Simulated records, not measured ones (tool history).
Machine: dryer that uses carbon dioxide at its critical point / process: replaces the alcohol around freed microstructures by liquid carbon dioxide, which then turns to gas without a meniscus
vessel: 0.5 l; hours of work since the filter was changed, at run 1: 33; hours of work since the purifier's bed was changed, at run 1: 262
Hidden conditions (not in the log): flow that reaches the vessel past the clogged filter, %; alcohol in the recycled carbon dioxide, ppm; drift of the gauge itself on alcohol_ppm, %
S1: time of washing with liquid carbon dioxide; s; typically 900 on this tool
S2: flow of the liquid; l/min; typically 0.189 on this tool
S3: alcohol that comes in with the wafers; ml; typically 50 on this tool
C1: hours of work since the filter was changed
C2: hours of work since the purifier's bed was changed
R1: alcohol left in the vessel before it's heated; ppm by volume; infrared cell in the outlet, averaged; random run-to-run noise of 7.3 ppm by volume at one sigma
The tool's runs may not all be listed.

{"run": 1, "hour": 0.0, "S1": 900, "S2": 0.189, "S3": 50, "C1": 33, "C2": 262, "R1": 380}
{"run": 2, "hour": 5.1, "S1": 900, "S2": 0.189, "S3": 50, "C1": 36, "C2": 265, "R1": 387}
{"run": 3, "hour": 11.0, "S1": 900, "S2": 0.189, "S3": 50, "C1": 40, "C2": 269, "R1": 403}
{"run": 4, "hour": 17.9, "S1": 900, "S2": 0.189, "S3": 50, "C1": 44, "C2": 273, "R1": 393}
{"run": 5, "hour": 29.3, "S1": 900, "S2": 0.189, "S3": 50, "C1": 51, "C2": 280, "R1": 398}
{"run": 6, "hour": 34.5, "S1": 900, "S2": 0.189, "S3": 50, "C1": 54, "C2": 283, "R1": 397}
{"run": 7, "hour": 43.3, "S1": 900, "S2": 0.219, "S3": 50, "C1": 59, "C2": 288, "R1": 192}
{"run": 8, "hour": 51.6, "S1": 900, "S2": 0.189, "S3": 50, "C1": 64, "C2": 293, "R1": 390}
{"run": 9, "hour": 56.6, "S1": 900, "S2": 0.189, "S3": 50, "C1": 67, "C2": 296, "R1": 406}
{"run": 10, "hour": 62.3, "S1": 900, "S2": 0.13, "S3": 50, "C1": 71, "C2": 300, "R1": 2031}
{"run": 11, "hour": 67.7, "S1": 900, "S2": 0.13, "S3": 50, "C1": 74, "C2": 303, "R1": 2037}
{"run": 12, "hour": 76.7, "S1": 900, "S2": 0.265, "S3": 50, "C1": 80, "C2": 308, "R1": 60}
{"run": 13, "hour": 87.6, "S1": 900, "S2": 0.189, "S3": 50, "C1": 86, "C2": 315, "R1": 399}
{"run": 14, "hour": 92.3, "S1": 900, "S2": 0.189, "S3": 50, "C1": 89, "C2": 318, "R1": 420}
{"run": 15, "hour": 102.6, "S1": 900, "S2": 0.189, "S3": 50, "C1": 95, "C2": 324, "R1": 412}
{"run": 16, "hour": 107.8, "S1": 900, "S2": 0.189, "S3": 50, "C1": 99, "C2": 327, "R1": 416}
{"run": 17, "hour": 116.4, "S1": 660, "S2": 0.169, "S3": 50, "C1": 104, "C2": 333, "R1": 2666}
{"run": 18, "hour": 121.6, "S1": 900, "S2": 0.117, "S3": 70, "C1": 107, "C2": 336, "R1": 4399}
{"run": 19, "hour": 132.8, "S1": 840, "S2": 0.189, "S3": 50, "C1": 114, "C2": 342, "R1": 607}
{"run": 20, "hour": 143.5, "S1": 1380, "S2": 0.125, "S3": 32, "C1": 120, "C2": 349, "R1": 232}
{"run": 21, "hour": 149.2, "S1": 840, "S2": 0.176, "S3": 63, "C1": 124, "C2": 352, "R1": 1089}
{"run": 22, "hour": 158.3, "S1": 660, "S2": 0.274, "S3": 50, "C1": 129, "C2": 358, "R1": 363}
{"run": 23, "hour": 165.0, "S1": 1140, "S2": 0.307, "S3": 50, "C1": 133, "C2": 362, "R1": 24}
{"run": 24, "hour": 172.9, "S1": 1140, "S2": 0.307, "S3": 50, "C1": 138, "C2": 367, "R1": 25}
{"run": 25, "hour": 183.8, "S1": 1140, "S2": 0.307, "S3": 50, "C1": 145, "C2": 373, "R1": 27}
{"run": 26, "hour": 188.6, "S1": 660, "S2": 0.189, "S3": 50, "C1": 148, "C2": 376, "R1": 1875}
{"run": 27, "hour": 194.2, "S1": 660, "S2": 0.189, "S3": 50, "C1": 151, "C2": 380, "R1": 1895}

4 options for the next run, each taken on its own from the tool as it stands now. Forecast them:
{"run": "A", "hour": 199.3, "S1": 900, "S2": 0.189, "S3": 56, "C1": 154, "C2": 383, "R1": "?"}
{"run": "B", "hour": 199.3, "S1": 660, "S2": 0.133, "S3": 35, "C1": 154, "C2": 383, "R1": "?"}
{"run": "C", "hour": 199.3, "S1": 600, "S2": 0.188, "S3": 50, "C1": 154, "C2": 383, "R1": "?"}
{"run": "D", "hour": 199.3, "S1": 1320, "S2": 0.217, "S3": 49, "C1": 154, "C2": 383, "R1": "?"}

run=A R1=513
run=B R1=4050
run=C R1=2715
run=D R1=47
The same runs, with their run-to-run variation unchanged, on a tool lacking any hidden condition would have given:
run=A R1=404
run=B R1=3604
run=C R1=2342
run=D R1=29
